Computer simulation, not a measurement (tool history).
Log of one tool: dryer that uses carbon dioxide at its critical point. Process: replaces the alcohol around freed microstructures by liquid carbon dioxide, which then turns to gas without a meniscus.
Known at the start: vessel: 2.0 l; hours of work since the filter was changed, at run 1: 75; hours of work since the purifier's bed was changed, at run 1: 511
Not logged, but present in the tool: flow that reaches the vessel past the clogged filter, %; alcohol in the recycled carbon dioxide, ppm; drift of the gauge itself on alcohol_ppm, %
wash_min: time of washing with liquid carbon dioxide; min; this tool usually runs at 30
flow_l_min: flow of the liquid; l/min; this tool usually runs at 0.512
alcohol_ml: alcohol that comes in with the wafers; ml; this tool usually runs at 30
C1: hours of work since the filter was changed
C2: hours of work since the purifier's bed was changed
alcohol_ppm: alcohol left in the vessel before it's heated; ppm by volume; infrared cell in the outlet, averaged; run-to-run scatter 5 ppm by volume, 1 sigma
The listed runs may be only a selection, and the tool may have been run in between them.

run 1 hour=0 | wash_min=30 flow_l_min=0.512 alcohol_ml=30 | C1=75 C2=511 | alcohol_ppm=52
run 2 hour=23.1 | wash_min=30 flow_l_min=0.484 alcohol_ml=30 | C1=86 C2=522 | alcohol_ppm=58
run 3 hour=42.4 | wash_min=30 flow_l_min=0.484 alcohol_ml=78 | C1=96 C2=532 | alcohol_ppm=91
run 4 hour=55.5 | wash_min=30 flow_l_min=0.484 alcohol_ml=78 | C1=103 C2=539 | alcohol_ppm=82
run 5 hour=68.8 | wash_min=30 flow_l_min=0.484 alcohol_ml=78 | C1=109 C2=546 | alcohol_ppm=86
run 6 hour=93.8 | wash_min=30 flow_l_min=0.484 alcohol_ml=78 | C1=122 C2=558 | alcohol_ppm=85
run 7 hour=110 | wash_min=30 flow_l_min=0.484 alcohol_ml=78 | C1=130 C2=567 | alcohol_ppm=84
run 8 hour=121.3 | wash_min=30 flow_l_min=0.512 alcohol_ml=66 | C1=136 C2=572 | alcohol_ppm=62
run 9 hour=142.1 | wash_min=30 flow_l_min=0.512 alcohol_ml=66 | C1=147 C2=583 | alcohol_ppm=68
run 10 hour=155.2 | wash_min=30 flow_l_min=0.512 alcohol_ml=66 | C1=153 C2=589 | alcohol_ppm=68
run 11 hour=169.5 | wash_min=30 flow_l_min=0.512 alcohol_ml=30 | C1=160 C2=597 | alcohol_ppm=48
run 12 hour=195.9 | wash_min=30 flow_l_min=0.662 alcohol_ml=30 | C1=174 C2=610 | alcohol_ppm=33
run 13 hour=207.4 | wash_min=30 flow_l_min=0.512 alcohol_ml=30 | C1=180 C2=616 | alcohol_ppm=47
run 14 hour=228 | wash_min=30 flow_l_min=0.512 alcohol_ml=30 | C1=190 C2=626 | alcohol_ppm=47
run 15 hour=243.6 | wash_min=30 flow_l_min=0.512 alcohol_ml=30 | C1=198 C2=634 | alcohol_ppm=51
run 16 hour=264.4 | wash_min=27 flow_l_min=0.512 alcohol_ml=30 | C1=209 C2=645 | alcohol_ppm=71
run 17 hour=283.1 | wash_min=27 flow_l_min=0.512 alcohol_ml=30 | C1=218 C2=654 | alcohol_ppm=67
run 18 hour=297 | wash_min=30 flow_l_min=0.512 alcohol_ml=83 | C1=225 C2=661 | alcohol_ppm=73
run 19 hour=315.6 | wash_min=30 flow_l_min=0.512 alcohol_ml=30 | C1=234 C2=671 | alcohol_ppm=61
run 20 hour=328.4 | wash_min=30 flow_l_min=0.512 alcohol_ml=30 | C1=241 C2=677 | alcohol_ppm=50
run 21 hour=341.6 | wash_min=30 flow_l_min=0.512 alcohol_ml=30 | C1=248 C2=684 | alcohol_ppm=61
run 22 hour=365.2 | wash_min=30 flow_l_min=0.512 alcohol_ml=30 | C1=260 C2=696 | alcohol_ppm=61
run 23 hour=380.6 | wash_min=30 flow_l_min=0.449 alcohol_ml=30 | C1=267 C2=704 | alcohol_ppm=81
run 24 hour=402.5 | wash_min=39 flow_l_min=0.404 alcohol_ml=51 | C1=279 C2=715 | alcohol_ppm=71
run 25 hour=414.7 | wash_min=20 flow_l_min=0.512 alcohol_ml=30 | C1=285 C2=721 | alcohol_ppm=215
run 26 hour=432.5 | wash_min=30 flow_l_min=0.512 alcohol_ml=31 | C1=294 C2=730 | alcohol_ppm=71
run 27 hour=443.4 | wash_min=30 flow_l_min=0.512 alcohol_ml=31 | C1=299 C2=736 | alcohol_ppm=62
run 28 hour=459.7 | wash_min=25 flow_l_min=0.823 alcohol_ml=45 | C1=308 C2=744 | alcohol_ppm=47
run 29 hour=481.2 | wash_min=26 flow_l_min=0.823 alcohol_ml=45 | C1=318 C2=755 | alcohol_ppm=40
run 30 hour=503.7 | wash_min=26 flow_l_min=0.618 alcohol_ml=21 | C1=330 C2=766 | alcohol_ppm=51
run 31 hour=521.8 | wash_min=26 flow_l_min=0.618 alcohol_ml=21 | C1=339 C2=775 | alcohol_ppm=58
run 32 hour=546.8 | wash_min=35 flow_l_min=0.407 alcohol_ml=69 | C1=352 C2=788 | alcohol_ppm=120
run 33 hour=566.8 | wash_min=24 flow_l_min=0.361 alcohol_ml=22 | C1=362 C2=798 | alcohol_ppm=330
run 34 hour=591.8 | wash_min=24 flow_l_min=0.361 alcohol_ml=22 | C1=374 C2=811 | alcohol_ppm=338
run 35 hour=608.9 | wash_min=18 flow_l_min=0.535 alcohol_ml=22 | C1=383 C2=819 | alcohol_ppm=229
run 36 hour=622.8 | wash_min=35 flow_l_min=0.426 alcohol_ml=33 | C1=390 C2=826 | alcohol_ppm=77
run 37 hour=647.4 | wash_min=32 flow_l_min=0.339 alcohol_ml=30 | C1=403 C2=839 | alcohol_ppm=221
run 38 hour=660.8 | wash_min=32 flow_l_min=0.339 alcohol_ml=30 | C1=409 C2=846 | alcohol_ppm=218
run 39 hour=682.1 | wash_min=30 flow_l_min=0.512 alcohol_ml=60 | C1=420 C2=856 | alcohol_ppm=93
run 40 hour=695.8 | wash_min=30 flow_l_min=0.512 alcohol_ml=60 | C1=427 C2=863 | alcohol_ppm=90
run 41 hour=714.1 | wash_min=30 flow_l_min=0.391 alcohol_ml=30 | C1=436 C2=873 | alcohol_ppm=173
run 42 hour=727.3 | wash_min=39 flow_l_min=0.648 alcohol_ml=35 | C1=443 C2=879 | alcohol_ppm=49
run 43 hour=748.2 | wash_min=39 flow_l_min=0.648 alcohol_ml=35 | C1=454 C2=890 | alcohol_ppm=46
run 44 hour=771.1 | wash_min=39 flow_l_min=0.754 alcohol_ml=39 | C1=465 C2=902 | alcohol_ppm=41
run 45 hour=786.4 | wash_min=36 flow_l_min=0.754 alcohol_ml=51 | C1=473 C2=909 | alcohol_ppm=50

Some steps in alcohol_ppm between neighbouring runs. How much of each would the tool show without its hidden state too (settings, what came in, random variation), and how much is left for the hidden state, with any gauge scatter that isn't in both results?
Run 24 -> 25: wash_min 39 -> 20, flow_l_min 0.404 -> 0.512, alcohol_ml 51 -> 30. alcohol_ppm +144 ppm by volume: hidden state +39, all else +105.
Run 32 -> 33: wash_min 35 -> 24, flow_l_min 0.407 -> 0.361, alcohol_ml 69 -> 22. alcohol_ppm +210 ppm by volume: hidden state +46, all else +164.
Run 35 -> 36: wash_min 18 -> 35, flow_l_min 0.535 -> 0.426, alcohol_ml 22 -> 33. alcohol_ppm -152 ppm by volume: hidden state -42, all else -110.
Run 36 -> 37: wash_min 35 -> 32, flow_l_min 0.426 -> 0.339, alcohol_ml 33 -> 30. alcohol_ppm +144 ppm by volume: hidden state +46, all else +98.
Run 41 -> 42: wash_min 30 -> 39, flow_l_min 0.391 -> 0.648, alcohol_ml 30 -> 35. alcohol_ppm -124 ppm by volume: hidden state -47, all else -77.
